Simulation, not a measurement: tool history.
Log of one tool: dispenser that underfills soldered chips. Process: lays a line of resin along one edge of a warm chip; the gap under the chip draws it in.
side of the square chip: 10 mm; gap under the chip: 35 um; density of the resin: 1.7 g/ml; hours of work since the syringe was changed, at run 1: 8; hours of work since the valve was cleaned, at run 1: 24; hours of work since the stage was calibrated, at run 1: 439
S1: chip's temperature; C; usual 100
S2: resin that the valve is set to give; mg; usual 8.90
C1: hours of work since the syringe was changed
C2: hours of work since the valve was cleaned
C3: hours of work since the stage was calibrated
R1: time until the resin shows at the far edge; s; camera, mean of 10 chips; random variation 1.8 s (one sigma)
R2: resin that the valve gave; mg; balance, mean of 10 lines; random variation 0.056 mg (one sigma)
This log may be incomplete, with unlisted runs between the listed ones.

run	hour	S1	S2	C1	C2	C3	R1	R2
1	0.0	100	8.90	8	24	439	277.5	8.75
# hour 2.8: new syringe of resin
2	8.0	100	8.90	4	30	445	226.1	8.71
# hour 17.2: new syringe of resin
3	17.7	100	8.72	0	37	452	203.3	8.45
4	30.0	100	8.18	10	46	461	304.2	7.92
# hour 31.9: new syringe of resin
5	38.0	100	8.18	5	52	467	242.5	7.91
# hour 46.8: new syringe of resin
6	46.8	100	8.18	0	58	473	193.1	7.77
# hour 61.1: new syringe of resin
7	61.1	100	8.18	0	69	484	200.4	7.78
8	69.8	105	8.61	6	75	490	226.9	8.09
# hour 75.7: new syringe of resin
9	77.5	105	10.47	1	81	496	173.9	9.91
10	87.6	113	11.18	9	88	504	194.6	10.44
# hour 90.8: new syringe of resin
# hour 102.5: dispensing valve cleaned and set on the balance
11	103.1	113	11.18	8	0	514	193.7	11.23
# hour 106.4: new syringe of resin
12	114.1	88	11.01	6	9	522	343.4	10.85

Each row is a separate what-if for the run after 12, all from the same tool condition, not one after another. Results?
# hour 121.4: new syringe of resin
A	124.4	104	8.90	2	16	530	?	?
# hour 121.4: new syringe of resin
B	124.4	102	11.01	2	16	530	?	?
# hour 121.4: new syringe of resin
C	124.4	101	8.40	2	16	530	?	?

run	R1	R2
A	193.0	8.78
B	198.6	10.81
C	211.0	8.30
Take away the tool's hidden state, keep each run's random variation, and the runs would have read:
run	R1	R2
A	161.9	8.87
B	166.6	10.92
C	176.7	8.38

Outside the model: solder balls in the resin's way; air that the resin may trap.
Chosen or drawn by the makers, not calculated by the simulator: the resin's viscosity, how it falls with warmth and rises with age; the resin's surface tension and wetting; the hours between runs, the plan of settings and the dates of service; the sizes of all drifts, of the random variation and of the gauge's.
